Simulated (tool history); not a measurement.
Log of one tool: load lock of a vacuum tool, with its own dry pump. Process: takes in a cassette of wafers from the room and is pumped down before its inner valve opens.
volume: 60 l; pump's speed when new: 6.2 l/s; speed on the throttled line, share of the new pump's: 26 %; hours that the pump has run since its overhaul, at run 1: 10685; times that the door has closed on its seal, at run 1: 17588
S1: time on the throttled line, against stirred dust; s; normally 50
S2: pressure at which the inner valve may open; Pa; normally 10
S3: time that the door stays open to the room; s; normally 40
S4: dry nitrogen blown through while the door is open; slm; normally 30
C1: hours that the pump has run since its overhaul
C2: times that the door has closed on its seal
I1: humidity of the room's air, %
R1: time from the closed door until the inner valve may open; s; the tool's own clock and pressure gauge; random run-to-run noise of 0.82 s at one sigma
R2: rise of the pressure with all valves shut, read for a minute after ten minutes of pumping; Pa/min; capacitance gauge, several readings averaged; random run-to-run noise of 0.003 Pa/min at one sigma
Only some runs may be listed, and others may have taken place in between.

run	hour	S1	S2	S3	S4	C1	C2	I1	R1	R2
1	0.0	50	10	40	30	10685	17588	45.0	137.0	0.151
2	241.7	35	10	40	30	10927	18675	44.5	127.2	0.169
3	582.3	35	10	40	30	11267	20206	44.2	128.1	0.190
4	881.2	35	10	40	30	11566	21550	45.3	129.1	0.199
5	1108.6	35	10	40	30	11794	22572	43.1	127.4	0.224
6	1452.8	50	10	104	30	12138	24119	46.5	139.0	0.257
7	1858.1	50	10	40	30	12543	25941	41.8	139.4	0.279
8	2092.6	50	10	230	30	12778	26995	42.0	137.7	0.312
9	2340.7	50	10	40	30	13026	28110	48.0	142.4	0.303
10	2674.5	50	10	40	30	13359	29611	47.3	140.3	0.342
11	2987.5	50	10	40	30	13672	31018	43.2	140.7	0.369
12	3324.7	50	10	40	30	14010	32534	46.8	141.7	0.393
13	3550.5	50	10	40	30	14235	33549	46.4	144.0	0.407
14	3948.9	50	10	40	30	14634	35340	46.2	143.1	0.448
15	4233.0	50	10	40	30	14918	36617	43.1	141.4	0.471
16	4411.4	50	10	40	30	15096	37419	41.9	142.2	0.496
# hour 4587.2: door's seal changed, seat wiped
17	4608.4	50	10	40	30	15292	95	46.3	144.6	0.014
18	4980.8	50	10	40	30	15664	1770	47.9	144.5	0.027
19	5294.0	50	10	40	30	15977	3178	45.7	144.4	0.026
20	5705.1	50	10	40	30	16389	5025	44.2	145.0	0.044
21	6088.9	30	11	40	30	16772	6751	44.2	131.3	0.046
22	6334.4	30	11	40	30	17018	7854	43.0	130.7	0.052
23	6575.3	30	11	40	30	17259	8937	46.2	131.3	0.067
24	6813.7	32	10	205	30	17497	10009	45.2	134.5	0.104
25	7150.2	32	10	205	30	17834	11522	45.0	135.2	0.117
26	7460.7	32	10	205	30	18144	12917	45.1	135.7	0.135
27	7780.3	32	10	205	30	18464	14354	44.4	136.5	0.145
28	8139.2	32	9	37	30	18823	15967	44.2	137.4	0.125
29	8475.4	48	13	159	9	19159	17478	46.6	144.0	0.190
30	8883.3	50	10	40	8	19567	19312	41.1	151.2	0.177
31	9140.8	50	10	40	8	19824	20470	45.7	149.5	0.199
32	9425.5	50	10	40	8	20109	21749	44.9	152.9	0.218
33	9756.2	50	9	40	5	20440	23236	42.6	151.1	0.233
34	10106.1	89	9	40	7	20790	24809	42.8	178.7	0.261
# hour 10265.6: dry pump taken out, an overhauled one fitted
35	10345.3	89	9	48	7	80	25857	47.8	160.0	0.283
36	10525.5	89	9	48	7	260	26667	43.0	159.5	0.293

Entry by entry between the runs, the difference in hidden state between the last listed run before and the first listed run after:
Between runs 16 and 17: door's seal changed, seat wiped (hour 4587.2)
  pump's speed, % of a new pump's: 82.7 -> 82.4; leak at the door's seal, Pa l/s: 0.4808 -> 0.0026
  what was measured, less what the result would be without the hidden state, R1: +16.2 -> +16.7 s; R2: +0.490 -> +0.001 Pa/min
Between runs 34 and 35: dry pump taken out, an overhauled one fitted (hour 10265.6)
  pump's speed, % of a new pump's: 75.6 -> 98; leak at the door's seal, Pa l/s: 0.2398 -> 0.2572
  what was measured, less what the result would be without the hidden state, R1: +22.4 -> +1.6 s; R2: +0.240 -> +0.259 Pa/min

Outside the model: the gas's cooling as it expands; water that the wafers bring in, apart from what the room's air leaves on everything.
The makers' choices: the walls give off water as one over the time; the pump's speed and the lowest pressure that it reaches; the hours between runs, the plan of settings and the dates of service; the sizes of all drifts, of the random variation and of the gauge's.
